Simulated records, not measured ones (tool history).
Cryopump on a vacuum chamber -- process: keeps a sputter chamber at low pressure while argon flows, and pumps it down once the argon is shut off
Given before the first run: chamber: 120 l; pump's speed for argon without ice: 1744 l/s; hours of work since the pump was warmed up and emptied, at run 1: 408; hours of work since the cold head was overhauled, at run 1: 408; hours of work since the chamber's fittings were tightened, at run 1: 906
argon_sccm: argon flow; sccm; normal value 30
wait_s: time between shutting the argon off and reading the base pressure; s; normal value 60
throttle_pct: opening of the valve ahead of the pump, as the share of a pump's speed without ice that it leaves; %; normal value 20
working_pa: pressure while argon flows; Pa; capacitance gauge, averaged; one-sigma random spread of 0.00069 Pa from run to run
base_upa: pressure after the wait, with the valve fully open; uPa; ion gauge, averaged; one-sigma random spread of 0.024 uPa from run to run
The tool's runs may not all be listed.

| run | hour | argon_sccm | wait_s | throttle_pct | hours of work since the pump was warmed up and emptied | hours of work since the cold head was overhauled | hours of work since the chamber's fittings were tightened | working_pa | base_upa |
|---|---|---|---|---|---|---|---|---|---|
| 1 | 0 | 30 | 60 | 20 | 408 | 408 | 906 | 0.1476 | 1.89 |
| 2 | 8.5 | 45 | 60 | 20 | 415 | 415 | 913 | 0.2214 | 1.89 |
| 3 | 25.1 | 45 | 60 | 20 | 428 | 428 | 927 | 0.2212 | 1.96 |
| 4 | 42.2 | 30 | 60 | 46 | 442 | 442 | 940 | 0.0664 | 1.92 |
| 5 | 55.6 | 30 | 60 | 46 | 453 | 453 | 951 | 0.0663 | 1.97 |
| 6 | 71.3 | 30 | 60 | 46 | 465 | 465 | 964 | 0.0655 | 1.93 |
| 7 | 85.8 | 30 | 60 | 38 | 477 | 477 | 975 | 0.0781 | 2.01 |
| 8 | 100.5 | 41 | 288 | 23 | 488 | 488 | 987 | 0.1753 | 1.4 |
| 9 | 113.9 | 38 | 158 | 18 | 499 | 499 | 998 | 0.2083 | 1.56 |
| 10 | 129.1 | 38 | 266 | 23 | 511 | 511 | 1010 | 0.1636 | 1.45 |
| 11 | 137.6 | 18 | 114 | 20 | 518 | 518 | 1017 | 0.0896 | 1.68 |
| 12 | 155.6 | 19 | 214 | 40 | 533 | 533 | 1031 | 0.0486 | 1.55 |

Consider 5 possible next runs. They are alternatives, not a sequence: every one starts from the tool as it was left by run 12. What does each give?
| A | 165.5 | 16 | 214 | 40 | 541 | 541 | 1039 | ? | ? |
| B | 165.5 | 23 | 229 | 39 | 541 | 541 | 1039 | ? | ? |
| C | 165.5 | 19 | 72 | 31 | 541 | 541 | 1039 | ? | ? |
| D | 165.5 | 30 | 60 | 47 | 541 | 541 | 1039 | ? | ? |
| E | 165.5 | 57 | 50 | 19 | 541 | 541 | 1039 | ? | ? |

| run | working_pa | base_upa |
|---|---|---|
| A | 0.0404 | 1.54 |
| B | 0.0592 | 1.48 |
| C | 0.0614 | 1.91 |
| D | 0.0646 | 2.03 |
| E | 0.2938 | 2.16 |
Without the tool's hidden state the same runs would have given:
| run | working_pa | base_upa |
|---|---|---|
| A | 0.0388 | 0.38 |
| B | 0.057 | 0.34 |
| C | 0.0596 | 0.74 |
| D | 0.0618 | 0.89 |
| E | 0.2884 | 1.02 |
